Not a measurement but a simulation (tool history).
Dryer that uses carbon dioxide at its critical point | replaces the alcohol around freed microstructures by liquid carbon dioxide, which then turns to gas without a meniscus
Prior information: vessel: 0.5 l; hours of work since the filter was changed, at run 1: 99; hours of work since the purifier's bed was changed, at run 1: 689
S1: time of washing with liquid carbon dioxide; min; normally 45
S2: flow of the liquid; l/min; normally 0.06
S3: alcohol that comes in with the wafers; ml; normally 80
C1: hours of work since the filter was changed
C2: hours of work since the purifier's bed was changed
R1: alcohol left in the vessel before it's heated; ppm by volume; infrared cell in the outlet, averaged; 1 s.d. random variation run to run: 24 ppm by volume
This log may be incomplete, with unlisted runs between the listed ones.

| run | hour | S1 | S2 | S3 | C1 | C2 | R1 |
|---|---|---|---|---|---|---|---|
| 1 | 0 | 45 | 0.06 | 80 | 99 | 689 | 1989 |
| 2 | 39.6 | 45 | 0.06 | 80 | 127 | 717 | 2043 |
| 3 | 77.1 | 45 | 0.06 | 80 | 154 | 744 | 2218 |
| 4 | 106.3 | 45 | 0.06 | 56 | 174 | 764 | 1668 |
|  | 137.2 | purifier's bed changed |
| 5 | 140.1 | 45 | 0.06 | 56 | 196 | 2 | 1538 |
| 6 | 185.2 | 45 | 0.06 | 56 | 227 | 34 | 1669 |
| 7 | 210.5 | 45 | 0.06 | 56 | 245 | 52 | 1663 |
|  | 235.5 | inlet filter changed |
| 8 | 251.2 | 59 | 0.06 | 73 | 11 | 79 | 358 |
| 9 | 302.7 | 32 | 0.0545 | 80 | 47 | 116 | 8530 |
| 10 | 340.5 | 69 | 0.0524 | 66 | 74 | 142 | 356 |
| 11 | 367.6 | 49 | 0.0885 | 51 | 93 | 161 | 100 |
| 12 | 419.3 | 72 | 0.1003 | 25 | 129 | 198 | 50 |
| 13 | 471.1 | 72 | 0.1003 | 25 | 166 | 234 | 46 |
| 14 | 521 | 42 | 0.0567 | 31 | 201 | 269 | 1454 |

Describe how what the log doesn't record of the tool's condition differs between the last listed run preceding each entry between runs and the first listed run following it.
Between runs 4 and 5: purifier's bed changed (hour 137.2)
  flow that reaches the vessel past the clogged filter, %: 93.4 -> 92.6; alcohol in the recycled carbon dioxide, ppm: 140.3 -> 6.6
  difference, measured minus the result without the unlogged condition, R1: +540 -> +444 ppm by volume
Between runs 7 and 8: inlet filter changed (hour 235.5)
  flow that reaches the vessel past the clogged filter, %: 90.9 -> 99.6; alcohol in the recycled carbon dioxide, ppm: 14.7 -> 19.3
  difference, measured minus the result without the unlogged condition, R1: +577 -> +23 ppm by volume

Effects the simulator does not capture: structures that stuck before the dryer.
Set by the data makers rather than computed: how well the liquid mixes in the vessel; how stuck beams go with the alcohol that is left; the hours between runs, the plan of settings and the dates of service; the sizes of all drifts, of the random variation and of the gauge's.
